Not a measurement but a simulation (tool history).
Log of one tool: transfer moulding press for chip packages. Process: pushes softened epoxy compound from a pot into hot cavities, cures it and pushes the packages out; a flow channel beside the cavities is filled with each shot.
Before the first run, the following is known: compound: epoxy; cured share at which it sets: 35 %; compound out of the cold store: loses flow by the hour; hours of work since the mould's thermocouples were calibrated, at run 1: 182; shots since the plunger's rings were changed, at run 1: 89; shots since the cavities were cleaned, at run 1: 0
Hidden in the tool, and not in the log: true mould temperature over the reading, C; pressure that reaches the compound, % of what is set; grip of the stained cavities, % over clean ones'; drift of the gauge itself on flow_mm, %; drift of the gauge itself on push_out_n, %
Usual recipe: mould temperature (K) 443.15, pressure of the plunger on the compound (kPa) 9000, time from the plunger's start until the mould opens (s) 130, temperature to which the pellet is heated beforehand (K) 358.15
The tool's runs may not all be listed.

| run | hour | mould temperature (K) | pressure of the plunger on the compound (kPa) | time from the plunger's start until the mould opens (s) | temperature to which the pellet is heated beforehand (K) | hours of work since the mould's thermocouples were calibrated | shots since the plunger's rings were changed | shots since the cavities were cleaned | incoming compound's hours out of the cold store | length that the compound runs in the flow channel (mm) | greatest force on the pins that push the packages out (N) |
|---|---|---|---|---|---|---|---|---|---|---|---|
| 1 | 0.0 | 443.15 | 9000 | 130 | 358.15 | 182 | 89 | 0 | 40.7 | 926 | 408 |
| 2 | 12.1 | 443.15 | 9000 | 130 | 358.15 | 188 | 168 | 79 | 20.4 | 1001 | 460 |
| 3 | 25.5 | 443.15 | 9000 | 130 | 358.15 | 193 | 257 | 168 | 31.9 | 956 | 506 |
| 4 | 44.5 | 443.15 | 9000 | 130 | 358.15 | 201 | 383 | 294 | 44.7 | 908 | 584 |
| 5 | 68.8 | 443.15 | 9000 | 130 | 358.15 | 212 | 544 | 455 | 29.0 | 961 | 612 |
| 6 | 95.8 | 443.15 | 9000 | 130 | 358.15 | 223 | 722 | 633 | 46.9 | 903 | 653 |
| 7 | 112.9 | 443.15 | 9000 | 130 | 358.15 | 230 | 836 | 747 | 22.5 | 993 | 678 |
| 8 | 134.6 | 443.15 | 9000 | 142 | 358.15 | 240 | 979 | 890 | 16.1 | 1015 | 668 |
|  | 145.6 | cavities cleaned with cleaning compound and waxed |
| 9 | 159.6 | 443.15 | 9000 | 142 | 358.15 | 250 | 1134 | 92 | 31.8 | 954 | 452 |
| 10 | 185.2 | 443.15 | 9000 | 130 | 358.15 | 260 | 1303 | 261 | 14.3 | 1021 | 547 |
| 11 | 211.7 | 443.15 | 9000 | 130 | 358.15 | 272 | 1479 | 437 | 21.5 | 989 | 623 |
| 12 | 234.2 | 443.15 | 7140 | 130 | 358.15 | 281 | 1628 | 586 | 22.5 | 875 | 650 |
| 13 | 251.9 | 443.15 | 7140 | 130 | 358.15 | 289 | 1745 | 703 | 44.5 | 805 | 688 |
| 14 | 267.2 | 443.15 | 7140 | 130 | 358.15 | 295 | 1846 | 804 | 18.2 | 892 | 729 |
| 15 | 283.9 | 444.15 | 9000 | 138 | 358.15 | 302 | 1957 | 915 | 14.6 | 1009 | 690 |
|  | 292.8 | cavities cleaned with cleaning compound and waxed |
| 16 | 308.2 | 436.15 | 9940 | 116 | 358.15 | 312 | 2108 | 103 | 47.1 | 970 | 779 |
| 17 | 331.6 | 436.15 | 9940 | 116 | 358.15 | 322 | 2262 | 257 | 45.9 | 978 | 973 |
| 18 | 356.1 | 436.15 | 9940 | 116 | 358.15 | 332 | 2424 | 419 | 17.1 | 1090 | 1126 |
| 19 | 375.4 | 446.15 | 9000 | 130 | 354.15 | 341 | 2552 | 547 | 21.8 | 969 | 634 |
| 20 | 388.6 | 446.15 | 9000 | 130 | 354.15 | 346 | 2639 | 634 | 15.3 | 995 | 651 |
| 21 | 415.5 | 437.15 | 7430 | 169 | 354.15 | 358 | 2817 | 812 | 15.8 | 938 | 698 |
|  | 439.1 | cavities cleaned with cleaning compound and waxed |
| 22 | 442.3 | 447.15 | 7430 | 169 | 354.15 | 368 | 2984 | 21 | 10.1 | 912 | 395 |
| 23 | 467.3 | 447.15 | 7430 | 169 | 354.15 | 379 | 3150 | 187 | 47.5 | 791 | 486 |
| 24 | 478.7 | 443.15 | 8190 | 149 | 358.15 | 384 | 3225 | 262 | 32.4 | 892 | 527 |
| 25 | 505.4 | 437.15 | 10980 | 161 | 351.15 | 395 | 3401 | 438 | 10.7 | 1169 | 655 |
| 26 | 531.4 | 437.15 | 10980 | 161 | 351.15 | 406 | 3573 | 610 | 17.0 | 1132 | 704 |
| 27 | 552.3 | 446.15 | 9110 | 136 | 363.15 | 415 | 3712 | 749 | 15.2 | 992 | 660 |
| 28 | 576.3 | 443.15 | 9000 | 121 | 367.15 | 425 | 3871 | 908 | 46.4 | 887 | 738 |

Consider 4 possible next runs. They are alternatives, not a sequence: every one starts from the tool as it was left by run 28. What does each give?
|  | 585.4 | cavities cleaned with cleaning compound and waxed |
| A | 600.8 | 443.15 | 9000 | 121 | 360.15 | 435 | 4023 | 102 | 32.5 | ? | ? |
|  | 585.4 | cavities cleaned with cleaning compound and waxed |
| B | 600.8 | 443.15 | 9000 | 145 | 356.15 | 435 | 4023 | 102 | 26.5 | ? | ? |
|  | 585.4 | cavities cleaned with cleaning compound and waxed |
| C | 600.8 | 440.15 | 9000 | 137 | 357.15 | 435 | 4023 | 102 | 23.6 | ? | ? |
|  | 585.4 | cavities cleaned with cleaning compound and waxed |
| D | 600.8 | 443.15 | 10930 | 121 | 367.15 | 435 | 4023 | 102 | 36.5 | ? | ? |

| run | length that the compound runs in the flow channel (mm) | greatest force on the pins that push the packages out (N) |
|---|---|---|
| A | 934 | 515 |
| B | 954 | 469 |
| C | 976 | 510 |
| D | 1010 | 505 |
Without the tool's hidden state the same runs would have given:
| run | length that the compound runs in the flow channel (mm) | greatest force on the pins that push the packages out (N) |
|---|---|---|
| A | 962 | 430 |
| B | 982 | 398 |
| C | 1005 | 426 |
| D | 1040 | 423 |
